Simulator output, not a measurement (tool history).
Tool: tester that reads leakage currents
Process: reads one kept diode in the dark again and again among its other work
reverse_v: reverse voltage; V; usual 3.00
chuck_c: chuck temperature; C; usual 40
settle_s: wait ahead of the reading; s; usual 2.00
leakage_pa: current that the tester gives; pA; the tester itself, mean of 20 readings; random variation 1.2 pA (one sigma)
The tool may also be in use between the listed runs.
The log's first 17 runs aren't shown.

{"hour": 2437.4, "done": "tester calibrated"}
{"run": 18, "hour": 2543.4, "reverse_v": 3.94, "chuck_c": 58, "settle_s": 5.17, "leakage_pa": 1929.89}
{"run": 19, "hour": 2703.0, "reverse_v": 3.94, "chuck_c": 58, "settle_s": 5.17, "leakage_pa": 1917.19}
{"run": 20, "hour": 2882.9, "reverse_v": 1.62, "chuck_c": 26, "settle_s": 6.06, "leakage_pa": 82.09}
{"run": 21, "hour": 3027.6, "reverse_v": 3.0, "chuck_c": 56, "settle_s": 1.57, "leakage_pa": 1421.35}
{"hour": 3096.3, "done": "chuck's temperature calibrated"}
{"run": 22, "hour": 3205.4, "reverse_v": 3.0, "chuck_c": 56, "settle_s": 1.57, "leakage_pa": 1421.72}
{"run": 23, "hour": 3315.7, "reverse_v": 3.0, "chuck_c": 56, "settle_s": 1.57, "leakage_pa": 1419.29}
{"run": 24, "hour": 3426.7, "reverse_v": 1.41, "chuck_c": 56, "settle_s": 1.57, "leakage_pa": 936.92}
{"run": 25, "hour": 3530.3, "reverse_v": 9.69, "chuck_c": 55, "settle_s": 7.21, "leakage_pa": 2529.39}
{"run": 26, "hour": 3729.5, "reverse_v": 1.33, "chuck_c": 55, "settle_s": 7.21, "leakage_pa": 833.94}
{"run": 27, "hour": 3853.3, "reverse_v": 2.34, "chuck_c": 35, "settle_s": 9.93, "leakage_pa": 224.3}
{"run": 28, "hour": 3995.4, "reverse_v": 2.34, "chuck_c": 35, "settle_s": 9.93, "leakage_pa": 225.5}
{"run": 29, "hour": 4170.9, "reverse_v": 12.65, "chuck_c": 35, "settle_s": 9.93, "leakage_pa": 578.57}
{"run": 30, "hour": 4343.0, "reverse_v": 12.65, "chuck_c": 35, "settle_s": 9.93, "leakage_pa": 577.54}
{"run": 31, "hour": 4555.2, "reverse_v": 12.65, "chuck_c": 35, "settle_s": 9.93, "leakage_pa": 575.48}

Forecast each of these 3 alternatives for the next run:
{"run": "A", "hour": 4699.2, "reverse_v": 12.28, "chuck_c": 35, "settle_s": 9.93, "leakage_pa": "?"}
{"run": "B", "hour": 4699.2, "reverse_v": 13.59, "chuck_c": 32, "settle_s": 9.73, "leakage_pa": "?"}
{"run": "C", "hour": 4699.2, "reverse_v": 12.65, "chuck_c": 30, "settle_s": 9.93, "leakage_pa": "?"}

run=A leakage_pa=564.67
run=B leakage_pa=463.04
run=C leakage_pa=371.18
Without the tool's hidden state the same runs would have given:
run=A leakage_pa=565.61
run=B leakage_pa=463.79
run=C leakage_pa=371.76
